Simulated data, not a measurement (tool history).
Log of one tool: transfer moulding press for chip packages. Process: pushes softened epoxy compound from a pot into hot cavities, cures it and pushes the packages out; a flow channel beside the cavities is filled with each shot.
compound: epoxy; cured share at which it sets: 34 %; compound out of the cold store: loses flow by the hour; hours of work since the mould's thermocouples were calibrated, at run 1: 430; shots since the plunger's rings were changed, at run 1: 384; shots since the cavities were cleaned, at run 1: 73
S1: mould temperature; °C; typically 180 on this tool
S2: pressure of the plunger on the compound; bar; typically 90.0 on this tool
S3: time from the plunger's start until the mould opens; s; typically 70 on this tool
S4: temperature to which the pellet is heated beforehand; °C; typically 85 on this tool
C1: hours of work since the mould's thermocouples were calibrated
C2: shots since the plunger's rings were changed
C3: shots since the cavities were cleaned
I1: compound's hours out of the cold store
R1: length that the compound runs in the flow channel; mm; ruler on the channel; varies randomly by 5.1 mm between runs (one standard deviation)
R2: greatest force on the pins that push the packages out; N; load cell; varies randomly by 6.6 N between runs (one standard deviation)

| run | hour | S1 | S2 | S3 | S4 | C1 | C2 | C3 | I1 | R1 | R2 |
|---|---|---|---|---|---|---|---|---|---|---|---|
| 1 | 0.0 | 180 | 90.0 | 70 | 85 | 430 | 384 | 73 | 18.3 | 530 | 327 |
| 2 | 14.3 | 180 | 90.0 | 70 | 85 | 439 | 575 | 264 | 47.1 | 484 | 345 |
| 3 | 36.3 | 180 | 90.0 | 70 | 85 | 452 | 868 | 557 | 33.2 | 510 | 403 |
|  | 43.7 | cavities cleaned with cleaning compound and waxed |
| 4 | 60.1 | 180 | 90.0 | 56 | 85 | 466 | 1166 | 218 | 34.8 | 497 | 572 |
| 5 | 87.0 | 180 | 90.0 | 56 | 85 | 482 | 1525 | 577 | 40.9 | 483 | 646 |
|  | 94.0 | cavities cleaned with cleaning compound and waxed |
| 6 | 115.4 | 180 | 90.0 | 56 | 89 | 498 | 1884 | 284 | 9.3 | 541 | 637 |
| 7 | 140.2 | 180 | 90.0 | 56 | 89 | 513 | 2216 | 616 | 23.9 | 499 | 674 |
|  | 143.8 | cavities cleaned with cleaning compound and waxed |
| 8 | 159.9 | 180 | 90.0 | 56 | 89 | 524 | 2458 | 215 | 15.2 | 518 | 593 |
| 9 | 179.1 | 180 | 90.0 | 56 | 89 | 536 | 2715 | 472 | 33.2 | 486 | 651 |
|  | 188.0 | mould's thermocouples calibrated |
|  | 194.8 | cavities cleaned with cleaning compound and waxed |
| 10 | 196.5 | 180 | 90.0 | 56 | 89 | 4 | 2900 | 23 | 29.6 | 491 | 438 |
| 11 | 218.7 | 180 | 108.5 | 70 | 85 | 18 | 3197 | 320 | 29.7 | 538 | 380 |
| 12 | 237.9 | 180 | 108.5 | 70 | 85 | 29 | 3453 | 576 | 10.7 | 578 | 422 |
|  | 243.9 | cavities cleaned with cleaning compound and waxed |
| 13 | 255.6 | 177 | 90.0 | 70 | 95 | 39 | 3669 | 155 | 46.0 | 449 | 360 |
| 14 | 283.1 | 187 | 90.0 | 70 | 79 | 56 | 4037 | 523 | 34.9 | 463 | 320 |
|  | 293.9 | cavities cleaned with cleaning compound and waxed |
| 15 | 303.7 | 187 | 90.0 | 70 | 79 | 68 | 4292 | 131 | 13.5 | 497 | 258 |
| 16 | 318.8 | 182 | 91.8 | 77 | 76 | 77 | 4492 | 331 | 32.7 | 473 | 313 |
|  | 342.6 | cavities cleaned with cleaning compound and waxed |
| 17 | 345.4 | 186 | 75.4 | 55 | 77 | 92 | 4828 | 37 | 32.8 | 412 | 327 |
| 18 | 358.8 | 187 | 86.6 | 59 | 85 | 100 | 5007 | 216 | 20.1 | 467 | 327 |
|  | 376.7 | plunger's sealing rings changed |
| 19 | 381.5 | 183 | 79.3 | 59 | 85 | 112 | 64 | 485 | 43.8 | 448 | 465 |
|  | 394.1 | cavities cleaned with cleaning compound and waxed |
| 20 | 404.7 | 188 | 81.0 | 96 | 82 | 125 | 355 | 142 | 26.9 | 475 | 229 |
| 21 | 420.8 | 188 | 81.0 | 96 | 82 | 135 | 569 | 356 | 11.7 | 504 | 266 |
| 22 | 440.2 | 176 | 90.3 | 66 | 92 | 147 | 828 | 615 | 9.4 | 567 | 638 |

Alternative continuations, all from the tool just after run 22; predict every row:
|  | 444.3 | cavities cleaned with cleaning compound and waxed |
| A | 469.4 | 176 | 99.5 | 86 | 85 | 164 | 1197 | 334 | 38.9 | ? | ? |
|  | 444.3 | cavities cleaned with cleaning compound and waxed |
| B | 469.4 | 180 | 109.6 | 109 | 95 | 164 | 1197 | 334 | 43.3 | ? | ? |
|  | 444.3 | cavities cleaned with cleaning compound and waxed |
| C | 469.4 | 180 | 90.0 | 85 | 85 | 164 | 1197 | 334 | 21.8 | ? | ? |
|  | 444.3 | cavities cleaned with cleaning compound and waxed |
| D | 469.4 | 180 | 79.4 | 84 | 85 | 164 | 1197 | 334 | 47.7 | ? | ? |

| run | R1 | R2 |
|---|---|---|
| A | 514 | 333 |
| B | 529 | 277 |
| C | 521 | 288 |
| D | 444 | 293 |
What these runs would have given with no unlogged condition in the tool:
| run | R1 | R2 |
|---|---|---|
| A | 525 | 234 |
| B | 540 | 199 |
| C | 532 | 205 |
| D | 453 | 210 |
